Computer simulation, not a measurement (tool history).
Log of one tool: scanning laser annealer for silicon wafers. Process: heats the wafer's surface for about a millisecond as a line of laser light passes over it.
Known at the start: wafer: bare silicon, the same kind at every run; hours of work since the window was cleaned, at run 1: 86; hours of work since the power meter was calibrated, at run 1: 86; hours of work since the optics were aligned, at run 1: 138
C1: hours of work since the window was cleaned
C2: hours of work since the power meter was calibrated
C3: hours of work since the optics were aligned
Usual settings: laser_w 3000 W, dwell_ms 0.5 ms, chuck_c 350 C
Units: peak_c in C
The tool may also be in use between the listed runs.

{"run": 1, "hour": 0.0, "laser_w": 3000, "dwell_ms": 0.5, "chuck_c": 350, "C1": 86, "C2": 86, "C3": 138, "peak_c": 1151}
{"run": 2, "hour": 10.3, "laser_w": 3000, "dwell_ms": 0.5, "chuck_c": 350, "C1": 91, "C2": 91, "C3": 143, "peak_c": 1150}
{"run": 3, "hour": 17.6, "laser_w": 3000, "dwell_ms": 0.5, "chuck_c": 350, "C1": 94, "C2": 94, "C3": 146, "peak_c": 1148}
{"hour": 23.5, "done": "optics aligned, line set to its width"}
{"run": 4, "hour": 29.7, "laser_w": 3123, "dwell_ms": 0.5, "chuck_c": 350, "C1": 98, "C2": 98, "C3": 3, "peak_c": 1186}
{"run": 5, "hour": 41.8, "laser_w": 3123, "dwell_ms": 0.5, "chuck_c": 350, "C1": 103, "C2": 103, "C3": 8, "peak_c": 1185}
{"run": 6, "hour": 56.3, "laser_w": 3070, "dwell_ms": 0.5, "chuck_c": 350, "C1": 110, "C2": 110, "C3": 15, "peak_c": 1167}
{"run": 7, "hour": 67.9, "laser_w": 3000, "dwell_ms": 0.452, "chuck_c": 327, "C1": 115, "C2": 115, "C3": 20, "peak_c": 1088}

The next listed run, before its measurement:
{"hour": 88.4, "done": "optics aligned, line set to its width, once more"}
{"run": 8, "hour": 88.4, "laser_w": 2625, "dwell_ms": 0.404, "chuck_c": 350, "C1": 122, "C2": 122, "C3": 0, "peak_c": "?"}

peak_c: 969 C
Without the tool's hidden state the same run would have given peak_c 979 C.
